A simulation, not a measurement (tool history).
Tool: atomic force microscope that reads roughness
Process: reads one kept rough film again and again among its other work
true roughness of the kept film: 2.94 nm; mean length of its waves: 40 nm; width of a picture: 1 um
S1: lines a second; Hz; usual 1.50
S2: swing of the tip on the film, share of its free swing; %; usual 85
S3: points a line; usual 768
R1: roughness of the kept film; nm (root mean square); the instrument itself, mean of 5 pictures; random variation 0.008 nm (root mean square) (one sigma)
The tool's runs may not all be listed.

run	hour	S1	S2	S3	R1
1	0.0	1.50	85	768	2.533
2	42.1	1.50	85	768	2.520
3	64.2	2.98	85	768	2.284
4	83.2	2.98	85	768	2.277
5	125.7	1.50	85	358	2.454
# hour 159.9: new tip fitted
6	169.7	1.50	85	768	2.552
7	207.4	1.50	57	768	2.733
8	233.1	1.50	57	768	2.728
9	256.9	1.50	85	768	2.509
10	291.9	1.50	85	768	2.498
11	310.7	1.50	85	768	2.491
12	347.9	1.50	78	768	2.558
# hour 374.7: new tip fitted
13	387.5	1.50	85	623	2.526
14	428.0	1.50	85	623	2.526
15	450.2	1.50	85	768	2.518
16	479.0	1.50	85	768	2.511
17	498.7	1.78	85	768	2.452
18	533.9	1.78	85	768	2.436
19	558.1	1.78	85	768	2.404
# hour 587.8: new tip fitted
20	589.5	1.78	59	768	2.734
21	611.4	2.54	85	768	2.377
22	639.9	1.50	85	361	2.509
23	684.0	1.50	85	768	2.495
24	726.6	1.50	85	522	2.479
25	772.2	1.50	85	522	2.462
26	796.0	1.50	85	768	2.443
# hour 800.5: new tip fitted
27	816.4	2.25	85	472	2.407
28	854.7	2.15	85	528	2.416
29	886.7	2.15	85	528	2.395
30	914.5	2.15	75	758	2.515
31	950.8	0.94	57	768	2.692
32	972.0	0.66	73	1013	2.645
33	991.4	0.66	73	1013	2.629
# hour 1014.0: new tip fitted
34	1022.5	3.13	82	461	2.343
35	1059.4	3.13	82	461	2.341
36	1090.7	3.13	82	461	2.335
37	1112.0	3.13	82	461	2.298
38	1136.9	1.50	57	451	2.682
39	1181.8	1.50	59	768	2.667
40	1223.6	0.87	84	299	2.544
# hour 1229.4: new tip fitted
41	1244.5	0.87	84	299	2.628
42	1279.3	2.32	65	494	2.627
43	1322.6	0.55	77	422	2.659
44	1362.3	3.20	85	1010	2.244
45	1405.2	0.99	68	768	2.636
# hour 1443.5: new tip fitted
46	1444.7	0.99	68	768	2.723
47	1472.1	0.99	68	768	2.713
48	1500.7	2.84	85	1020	2.312
49	1524.9	2.84	85	1020	2.311
50	1562.7	2.84	85	1020	2.287
51	1590.0	2.84	85	1020	2.278
52	1612.4	3.78	75	460	2.335

Forecast each of these 3 alternatives for the next run:
A	1647.8	0.76	65	841	?
B	1647.8	1.50	66	768	?
C	1647.8	2.79	85	643	?

run	R1
A	2.653
B	2.602
C	2.261
Without the tool's hidden state the same runs would have given:
run	R1
A	2.787
B	2.733
C	2.374
